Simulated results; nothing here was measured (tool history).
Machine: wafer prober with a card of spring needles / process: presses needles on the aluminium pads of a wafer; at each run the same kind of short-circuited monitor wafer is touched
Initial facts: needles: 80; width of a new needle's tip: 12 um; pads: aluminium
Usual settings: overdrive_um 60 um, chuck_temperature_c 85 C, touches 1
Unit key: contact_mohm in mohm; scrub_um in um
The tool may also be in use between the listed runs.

| run | hour | overdrive_um | chuck_temperature_c | touches | contact_mohm | scrub_um |
|---|---|---|---|---|---|---|
| 1 | 0 | 60 | 85 | 1 | 176 | 8.4 |
|  | 5.7 | tips cleaned on abrasive film |
| 2 | 10.4 | 49 | 85 | 1 | 198 | 6.82 |
|  | 11.8 | tips cleaned on abrasive film |
|  | 18.6 | tips cleaned on abrasive film |
|  | 24.9 | tips cleaned on abrasive film |
| 3 | 26.3 | 49 | 85 | 1 | 188 | 6.79 |
|  | 30.5 | tips cleaned on abrasive film |
|  | 36.1 | tips cleaned on abrasive film |
| 4 | 39.3 | 44 | 85 | 1 | 200 | 6.06 |
|  | 42.5 | tips cleaned on abrasive film |
| 5 | 46.4 | 44 | 85 | 1 | 201 | 6.11 |
|  | 48.6 | tips cleaned on abrasive film |
|  | 55.4 | tips cleaned on abrasive film |
|  | 61.4 | tips cleaned on abrasive film |
| 6 | 63.1 | 44 | 51 | 1 | 187 | 6.05 |
|  | 67.5 | tips cleaned on abrasive film |
|  | 73.8 | tips cleaned on abrasive film |
|  | 79.4 | tips cleaned on abrasive film |
| 7 | 79.4 | 60 | 85 | 2 | 172 | 8.32 |
|  | 86.1 | tips cleaned on abrasive film |
|  | 92.5 | tips cleaned on abrasive film |
| 8 | 92.5 | 41 | 85 | 2 | 182 | 5.59 |
|  | 98.7 | tips cleaned on abrasive film |
|  | 104.7 | tips cleaned on abrasive film |
| 9 | 105.9 | 40 | 85 | 2 | 186 | 5.45 |
|  | 110.7 | tips cleaned on abrasive film |
| 10 | 115.3 | 40 | 96 | 2 | 200 | 5.47 |
|  | 116.6 | tips cleaned on abrasive film |
|  | 122.4 | tips cleaned on abrasive film |
| 11 | 125.2 | 40 | 96 | 2 | 193 | 5.43 |
|  | 128.4 | tips cleaned on abrasive film |
| 12 | 133.6 | 60 | 85 | 1 | 196 | 8.24 |
|  | 134.9 | tips cleaned on abrasive film |
|  | 141 | tips cleaned on abrasive film |
| 13 | 146.2 | 60 | 85 | 1 | 197 | 8.23 |
|  | 147.4 | tips cleaned on abrasive film |
|  | 154.1 | tips cleaned on abrasive film |
| 14 | 154.3 | 60 | 85 | 1 | 175 | 8.23 |
|  | 160.5 | tips cleaned on abrasive film |
|  | 166.4 | tips cleaned on abrasive film |
| 15 | 171.6 | 60 | 85 | 1 | 196 | 8.12 |
|  | 172.9 | tips cleaned on abrasive film |
|  | 179.3 | tips cleaned on abrasive film |
| 16 | 184.2 | 60 | 85 | 1 | 194 | 8.15 |
|  | 185.6 | tips cleaned on abrasive film |
|  | 191.7 | tips cleaned on abrasive film |
| 17 | 192.7 | 52 | 38 | 3 | 170 | 7.06 |
|  | 197.3 | tips cleaned on abrasive film |
|  | 203.1 | tips cleaned on abrasive film |
|  | 209.2 | tips cleaned on abrasive film |
| 18 | 209.2 | 52 | 38 | 3 | 168 | 7.01 |
|  | 215.6 | tips cleaned on abrasive film |
|  | 222.1 | tips cleaned on abrasive film |
| 19 | 222.8 | 62 | 85 | 1 | 176 | 8.47 |
|  | 228.1 | tips cleaned on abrasive film |
|  | 234.5 | tips cleaned on abrasive film |
| 20 | 234.9 | 48 | 72 | 2 | 181 | 6.45 |
|  | 240.5 | tips cleaned on abrasive film |
| 21 | 245.1 | 57 | 54 | 3 | 177 | 7.72 |
|  | 246.1 | tips cleaned on abrasive film |
|  | 252.6 | tips cleaned on abrasive film |
|  | 258.2 | tips cleaned on abrasive film |
| 22 | 258.2 | 57 | 79 | 3 | 174 | 7.7 |
|  | 264.2 | tips cleaned on abrasive film |
|  | 266.7 | height of the first contact set anew |
|  | 270.8 | tips cleaned on abrasive film |
| 23 | 271.2 | 57 | 79 | 3 | 176 | 7.97 |
|  | 277.3 | tips cleaned on abrasive film |
|  | 284 | tips cleaned on abrasive film |
| 24 | 287.5 | 65 | 80 | 2 | 181 | 9.1 |
|  | 289.7 | tips cleaned on abrasive film |
|  | 296.5 | tips cleaned on abrasive film |
| 25 | 298.1 | 65 | 80 | 2 | 178 | 9.04 |
|  | 303.1 | tips cleaned on abrasive film |
|  | 309.3 | tips cleaned on abrasive film |
| 26 | 309.3 | 74 | 31 | 1 | 167 | 10.3 |
|  | 315.6 | tips cleaned on abrasive film |
|  | 321.7 | tips cleaned on abrasive film |
| 27 | 323.3 | 74 | 31 | 1 | 169 | 10.27 |
|  | 327.6 | tips cleaned on abrasive film |
| 28 | 331.8 | 69 | 85 | 1 | 190 | 9.61 |
|  | 333.2 | tips cleaned on abrasive film |
|  | 339.7 | tips cleaned on abrasive film |
| 29 | 340.6 | 46 | 38 | 1 | 175 | 6.34 |

Had the tool no unlogged condition, and each run kept its random variation, what would the results have been?
Hidden state present: debris on the tips, nm; way that the needles fall short of the set height, um; tips' diameter, um; drift of the gauge itself on contact_mohm, %; drift of the gauge itself on scrub_um, %.
| run | contact_mohm | scrub_um |
|---|---|---|
| 1 | 173 | 8.41 |
| 2 | 176 | 6.84 |
| 3 | 177 | 6.83 |
| 4 | 179 | 6.11 |
| 5 | 177 | 6.17 |
| 6 | 173 | 6.13 |
| 7 | 171 | 8.42 |
| 8 | 180 | 5.71 |
| 9 | 179 | 5.57 |
| 10 | 181 | 5.6 |
| 11 | 178 | 5.57 |
| 12 | 176 | 8.38 |
| 13 | 177 | 8.39 |
| 14 | 171 | 8.41 |
| 15 | 175 | 8.3 |
| 16 | 175 | 8.35 |
| 17 | 167 | 7.27 |
| 18 | 167 | 7.23 |
| 19 | 171 | 8.71 |
| 20 | 176 | 6.7 |
| 21 | 169 | 7.98 |
| 22 | 173 | 7.98 |
| 23 | 174 | 7.98 |
| 24 | 173 | 9.11 |
| 25 | 173 | 9.07 |
| 26 | 165 | 10.35 |
| 27 | 162 | 10.33 |
| 28 | 175 | 9.68 |
| 29 | 167 | 6.42 |
